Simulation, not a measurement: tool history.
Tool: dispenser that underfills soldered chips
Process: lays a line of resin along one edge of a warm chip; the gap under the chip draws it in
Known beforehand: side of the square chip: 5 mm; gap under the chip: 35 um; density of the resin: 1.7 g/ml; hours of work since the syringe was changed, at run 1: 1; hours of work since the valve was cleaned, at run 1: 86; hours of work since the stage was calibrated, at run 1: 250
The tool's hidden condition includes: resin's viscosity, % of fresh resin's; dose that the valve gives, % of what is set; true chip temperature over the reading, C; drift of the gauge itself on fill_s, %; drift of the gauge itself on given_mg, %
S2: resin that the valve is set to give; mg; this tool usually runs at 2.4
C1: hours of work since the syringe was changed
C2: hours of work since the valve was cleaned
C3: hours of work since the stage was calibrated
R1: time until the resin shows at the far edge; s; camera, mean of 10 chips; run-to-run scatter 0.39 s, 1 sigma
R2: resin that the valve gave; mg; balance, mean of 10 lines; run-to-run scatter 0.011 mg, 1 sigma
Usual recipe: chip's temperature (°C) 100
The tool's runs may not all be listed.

run 1 hour=0 | chip's_temperature_(°C)=100 S2=2.4 | C1=1 C2=86 C3=250 | R1=30.4 R2=2.34
-- hour=8.3 new syringe of resin
run 2 hour=11.6 | chip's_temperature_(°C)=100 S2=2.4 | C1=3 C2=94 C3=258 | R1=33.1 R2=2.34
-- hour=17.9 new syringe of resin
run 3 hour=22.9 | chip's_temperature_(°C)=100 S2=2.4 | C1=4 C2=103 C3=267 | R1=37.4 R2=2.29
-- hour=27.7 dispensing valve cleaned and set on the balance
-- hour=28.8 new syringe of resin
run 4 hour=32.6 | chip's_temperature_(°C)=100 S2=2.4 | C1=3 C2=4 C3=274 | R1=34.2 R2=2.4
-- hour=38.6 new syringe of resin
run 5 hour=44.2 | chip's_temperature_(°C)=93 S2=2.4 | C1=4 C2=12 C3=282 | R1=52.9 R2=2.4
-- hour=48.1 new syringe of resin
run 6 hour=54.6 | chip's_temperature_(°C)=100 S2=2.59 | C1=5 C2=20 C3=290 | R1=40.3 R2=2.56
-- hour=58.5 new syringe of resin
run 7 hour=67.2 | chip's_temperature_(°C)=100 S2=2.59 | C1=7 C2=30 C3=300 | R1=47.6 R2=2.56
-- hour=68.6 new syringe of resin
run 8 hour=77 | chip's_temperature_(°C)=100 S2=2.51 | C1=7 C2=37 C3=307 | R1=46.2 R2=2.48
-- hour=78.5 new syringe of resin
-- hour=88.1 new syringe of resin
run 9 hour=92.2 | chip's_temperature_(°C)=100 S2=2.17 | C1=3 C2=49 C3=319 | R1=35.5 R2=2.13
-- hour=98.8 new syringe of resin
run 10 hour=107.1 | chip's_temperature_(°C)=100 S2=2.17 | C1=6 C2=60 C3=330 | R1=47.3 R2=2.14
-- hour=109.1 new syringe of resin
run 11 hour=115.4 | chip's_temperature_(°C)=100 S2=2.17 | C1=5 C2=66 C3=336 | R1=41.9 R2=2.11
-- hour=118.6 new syringe of resin
-- hour=128.1 new syringe of resin
run 12 hour=128.1 | chip's_temperature_(°C)=100 S2=2.17 | C1=0 C2=76 C3=346 | R1=27.7 R2=2.11
-- hour=137.9 new syringe of resin
run 13 hour=138.5 | chip's_temperature_(°C)=114 S2=2.94 | C1=0 C2=84 C3=354 | R1=15.7 R2=2.85
-- hour=147.6 new syringe of resin
run 14 hour=148.1 | chip's_temperature_(°C)=114 S2=2.94 | C1=0 C2=91 C3=361 | R1=15.4 R2=2.84
run 15 hour=156 | chip's_temperature_(°C)=103 S2=3.01 | C1=7 C2=97 C3=367 | R1=42.2 R2=2.9
-- hour=158.2 new syringe of resin
run 16 hour=163.6 | chip's_temperature_(°C)=103 S2=3.01 | C1=4 C2=103 C3=373 | R1=33.3 R2=2.91
-- hour=168.3 new syringe of resin
-- hour=169.3 dispensing valve cleaned and set on the balance
run 17 hour=177.8 | chip's_temperature_(°C)=94 S2=2.97 | C1=7 C2=7 C3=383 | R1=63.2 R2=2.95
-- hour=179.1 new syringe of resin
-- hour=189.8 new syringe of resin
run 18 hour=191.5 | chip's_temperature_(°C)=87 S2=2.68 | C1=1 C2=17 C3=393 | R1=56.1 R2=2.66
-- hour=200.4 new syringe of resin
run 19 hour=206.4 | chip's_temperature_(°C)=87 S2=2.68 | C1=5 C2=28 C3=405 | R1=76 R2=2.65
-- hour=211.1 new syringe of resin
run 20 hour=217.2 | chip's_temperature_(°C)=87 S2=2.68 | C1=5 C2=36 C3=413 | R1=74.7 R2=2.64

For run 21, what comes out?
-- hour=221.7 new syringe of resin
-- hour=231.8 new syringe of resin
run 21 hour=232.4 | chip's_temperature_(°C)=87 S2=2.6 | C1=0 C2=48 C3=424 | R1=? R2=?

R1: 54.4 s
R2: 2.53 mg
Without the tool's hidden state the same run would have given R1 45.4 s, R2 2.58 mg.
